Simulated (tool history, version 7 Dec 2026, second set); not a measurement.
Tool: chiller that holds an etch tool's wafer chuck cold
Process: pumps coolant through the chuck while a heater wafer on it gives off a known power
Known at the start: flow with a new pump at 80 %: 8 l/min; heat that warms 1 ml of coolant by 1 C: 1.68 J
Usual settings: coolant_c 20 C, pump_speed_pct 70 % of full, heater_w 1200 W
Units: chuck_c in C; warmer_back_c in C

run	hour	coolant_c	pump_speed_pct	heater_w	chuck_c	warmer_back_c
1	0	20	70	1200	31.8	6.34
2	122.4	20	70	1200	31.8	6.33
3	260.1	27	70	1200	38.8	6.32
4	381	20	70	1200	31.9	6.36
5	572.6	20	70	1200	31.9	6.37
6	688.5	20	70	1200	32	6.3
7	829.5	20	70	1787	37.7	9.51
8	993.3	20	70	1787	37.8	9.54
9	1087.7	20	84	1200	30.4	5.35
10	1207.2	20	84	1200	30.4	5.38
11	1343.2	20	84	1200	30.3	5.32
12	1509.1	20	84	1200	30.4	5.36
13	1664.2	20	70	1200	32	6.43
14	1815.5	20	70	1200	32.3	6.45
15	1980.2	20	70	1200	32.1	6.38
16	2117.7	20	100	1200	28.8	4.52
17	2220.4	11	70	1200	23	6.44
18	2415.9	11	70	1200	23.3	6.44
19	2570.8	15	94	974	22.7	3.89
20	2702.1	15	94	974	22.9	3.92
21	2810.6	13	100	1200	22	4.52
22	3002.8	13	100	1200	22.1	4.56
23	3083.6	13	100	1200	22.1	4.58
24	3274.1	13	100	1200	22.2	4.58
25	3451.6	24	72	798	32	4.21
26	3638.7	14	72	798	22.1	4.16
27	3769.1	15	94	1647	28.3	6.66
28	3938.2	12	69	1590	28.9	8.78
29	4029.8	20	85	1690	34.9	7.58
30	4132	20	85	1231	30.9	5.57
31	4264.8	24	93	1231	34.3	5.12

Not shown: 1 entry that the log had between the listed runs. Between which runs, and how does the tool's hidden state differ before and after?
Between runs 14 and 15: chiller's thermometer calibrated (hour 1825.5)
  heat passed by the chuck's channels, % of clean ones': 92.8 -> 92.6; flow at a given pump speed, % of a new pump's: 95.4 -> 95.3; coolant's true temperature over the reading, C: 0.24 -> 0.04
  measured less the result without the state, chuck_c: +1.3 -> +1.1 C; warmer_back_c: +0.3 -> +0.3 C

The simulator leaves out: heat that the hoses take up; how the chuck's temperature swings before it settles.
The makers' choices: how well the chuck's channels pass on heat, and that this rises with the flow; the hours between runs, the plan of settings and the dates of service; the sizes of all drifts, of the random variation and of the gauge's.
